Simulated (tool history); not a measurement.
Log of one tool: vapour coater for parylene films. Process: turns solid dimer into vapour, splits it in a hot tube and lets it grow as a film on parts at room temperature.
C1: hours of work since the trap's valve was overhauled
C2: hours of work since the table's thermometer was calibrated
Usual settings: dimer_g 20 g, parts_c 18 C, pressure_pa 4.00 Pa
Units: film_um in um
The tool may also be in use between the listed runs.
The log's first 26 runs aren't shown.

{"run": 27, "day": 17.233, "dimer_g": 13, "parts_c": 15, "pressure_pa": 5.56, "C1": 232, "C2": 490, "film_um": 3.25}
{"run": 28, "day": 17.838, "dimer_g": 13, "parts_c": 15, "pressure_pa": 5.56, "C1": 239, "C2": 496, "film_um": 3.3}
{"run": 29, "day": 18.646, "dimer_g": 10, "parts_c": 10, "pressure_pa": 9.4, "C1": 247, "C2": 505, "film_um": 2.62}
{"run": 30, "day": 19.183, "dimer_g": 10, "parts_c": 10, "pressure_pa": 9.4, "C1": 253, "C2": 511, "film_um": 2.61}
{"run": 31, "day": 19.746, "dimer_g": 10, "parts_c": 10, "pressure_pa": 9.4, "C1": 259, "C2": 517, "film_um": 2.7}
{"run": 32, "day": 20.188, "dimer_g": 15, "parts_c": 11, "pressure_pa": 4.0, "C1": 263, "C2": 521, "film_um": 4.2}
{"run": 33, "day": 20.679, "dimer_g": 12, "parts_c": 20, "pressure_pa": 4.91, "C1": 269, "C2": 527, "film_um": 2.72}
{"run": 34, "day": 21.438, "dimer_g": 16, "parts_c": 18, "pressure_pa": 4.0, "C1": 277, "C2": 535, "film_um": 3.84}

Forecast each of these 4 alternatives for the next run:
{"run": "A", "day": 22.204, "dimer_g": 25, "parts_c": 18, "pressure_pa": 4.0, "C1": 285, "C2": 543, "film_um": "?"}
{"run": "B", "day": 22.204, "dimer_g": 9, "parts_c": 18, "pressure_pa": 7.86, "C1": 285, "C2": 543, "film_um": "?"}
{"run": "C", "day": 22.204, "dimer_g": 20, "parts_c": 14, "pressure_pa": 3.86, "C1": 285, "C2": 543, "film_um": "?"}
{"run": "D", "day": 22.204, "dimer_g": 19, "parts_c": 17, "pressure_pa": 2.95, "C1": 285, "C2": 543, "film_um": "?"}

run=A film_um=6.12
run=B film_um=2.06
run=C film_um=5.17
run=D film_um=4.79
Without the tool's hidden state the same runs would have given:
run=A film_um=6.14
run=B film_um=2.07
run=C film_um=5.19
run=D film_um=4.80
